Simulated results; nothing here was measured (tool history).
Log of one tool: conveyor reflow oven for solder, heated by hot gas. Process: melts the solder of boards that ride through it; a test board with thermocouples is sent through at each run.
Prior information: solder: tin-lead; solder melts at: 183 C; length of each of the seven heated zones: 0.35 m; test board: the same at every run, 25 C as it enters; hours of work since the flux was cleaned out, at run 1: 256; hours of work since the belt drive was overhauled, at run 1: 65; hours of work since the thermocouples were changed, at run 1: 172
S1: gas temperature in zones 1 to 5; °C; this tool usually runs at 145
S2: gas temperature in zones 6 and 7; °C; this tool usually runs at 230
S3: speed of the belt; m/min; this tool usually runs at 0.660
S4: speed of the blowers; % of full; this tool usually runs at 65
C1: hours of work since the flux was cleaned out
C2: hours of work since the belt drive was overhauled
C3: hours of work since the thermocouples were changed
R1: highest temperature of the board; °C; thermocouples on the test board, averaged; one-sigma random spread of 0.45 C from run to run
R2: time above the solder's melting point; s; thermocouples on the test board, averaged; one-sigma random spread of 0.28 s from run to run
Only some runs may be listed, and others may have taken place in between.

| run | hour | S1 | S2 | S3 | S4 | C1 | C2 | C3 | R1 | R2 |
|---|---|---|---|---|---|---|---|---|---|---|
| 1 | 0.0 | 145 | 230 | 0.660 | 65 | 256 | 65 | 172 | 211.2 | 45.7 |
| 2 | 20.2 | 145 | 230 | 0.660 | 65 | 266 | 75 | 182 | 211.2 | 45.4 |
| 3 | 33.5 | 145 | 230 | 0.660 | 65 | 272 | 82 | 188 | 212.0 | 45.9 |
| 4 | 46.8 | 145 | 230 | 0.660 | 65 | 278 | 88 | 195 | 211.1 | 45.5 |
| 5 | 57.1 | 145 | 230 | 0.660 | 65 | 283 | 93 | 199 | 210.8 | 45.3 |
| 6 | 69.1 | 145 | 240 | 0.660 | 65 | 289 | 99 | 205 | 221.1 | 50.9 |
| 7 | 81.1 | 145 | 240 | 0.660 | 65 | 295 | 105 | 211 | 220.2 | 51.2 |
| 8 | 90.6 | 145 | 230 | 0.660 | 76 | 300 | 109 | 216 | 214.7 | 48.8 |
| 9 | 101.2 | 145 | 230 | 0.660 | 55 | 305 | 114 | 221 | 208.1 | 41.9 |
|  | 116.0 | flux residue cleaned out of gas plates and filters |
| 10 | 116.7 | 152 | 230 | 0.660 | 65 | 0 | 119 | 226 | 213.6 | 50.5 |
| 11 | 131.5 | 145 | 230 | 0.660 | 65 | 8 | 127 | 233 | 213.2 | 46.7 |
| 12 | 143.2 | 145 | 245 | 0.660 | 65 | 13 | 132 | 239 | 225.0 | 54.9 |
| 13 | 163.1 | 145 | 245 | 0.660 | 65 | 23 | 142 | 248 | 225.2 | 53.9 |
| 14 | 178.0 | 145 | 245 | 0.660 | 65 | 30 | 149 | 256 | 225.4 | 53.9 |
| 15 | 188.4 | 145 | 245 | 0.660 | 65 | 35 | 154 | 261 | 225.0 | 53.8 |
| 16 | 206.3 | 145 | 245 | 0.660 | 65 | 44 | 163 | 269 | 225.4 | 53.8 |
| 17 | 216.9 | 145 | 245 | 0.533 | 60 | 49 | 168 | 275 | 229.6 | 71.1 |
| 18 | 226.8 | 145 | 245 | 0.533 | 60 | 54 | 173 | 279 | 230.9 | 70.8 |
| 19 | 243.9 | 145 | 230 | 0.660 | 81 | 62 | 181 | 288 | 217.1 | 50.1 |
| 20 | 257.8 | 131 | 224 | 0.660 | 65 | 69 | 188 | 294 | 205.1 | 35.3 |
| 21 | 277.1 | 131 | 224 | 0.660 | 65 | 78 | 197 | 304 | 205.2 | 35.6 |
| 22 | 294.5 | 143 | 233 | 0.660 | 85 | 86 | 206 | 312 | 220.7 | 51.3 |
| 23 | 314.1 | 148 | 224 | 0.660 | 65 | 96 | 215 | 322 | 208.6 | 43.8 |
| 24 | 326.9 | 148 | 224 | 0.660 | 65 | 102 | 221 | 328 | 207.3 | 43.6 |
| 25 | 340.7 | 143 | 231 | 0.704 | 51 | 109 | 228 | 335 | 203.7 | 35.2 |
| 26 | 353.4 | 143 | 231 | 0.704 | 51 | 115 | 234 | 341 | 204.6 | 34.6 |
| 27 | 362.3 | 157 | 226 | 0.553 | 76 | 119 | 238 | 345 | 217.3 | 66.8 |
| 28 | 373.7 | 157 | 226 | 0.553 | 76 | 125 | 244 | 351 | 217.2 | 66.9 |
| 29 | 384.8 | 132 | 226 | 0.782 | 57 | 130 | 249 | 356 | 196.1 | 20.4 |
| 30 | 402.4 | 132 | 226 | 0.782 | 57 | 139 | 258 | 364 | 197.3 | 20.6 |
| 31 | 420.5 | 153 | 221 | 0.686 | 50 | 148 | 267 | 373 | 199.5 | 33.9 |
| 32 | 434.8 | 153 | 221 | 0.686 | 50 | 154 | 274 | 380 | 200.0 | 34.5 |

For each entry between runs, how does the tool's hidden state at the last listed run before it compare with that at the first listed run after it?
In the gap between runs 9 and 10: flux residue cleaned out of gas plates and filters (hour 116.0)
  heat that the gas passes to the board, % of a clean oven's: 93.7 -> 99.8; belt's true speed, % of the reading: 99.91 -> 99.89; true gas temperature in zones 6 and 7 over the reading, C: -0.94 -> -0.96
  measured minus no-state result, R1: -2.0 -> -0.8 °C; R2: -2.0 -> -0.5 s
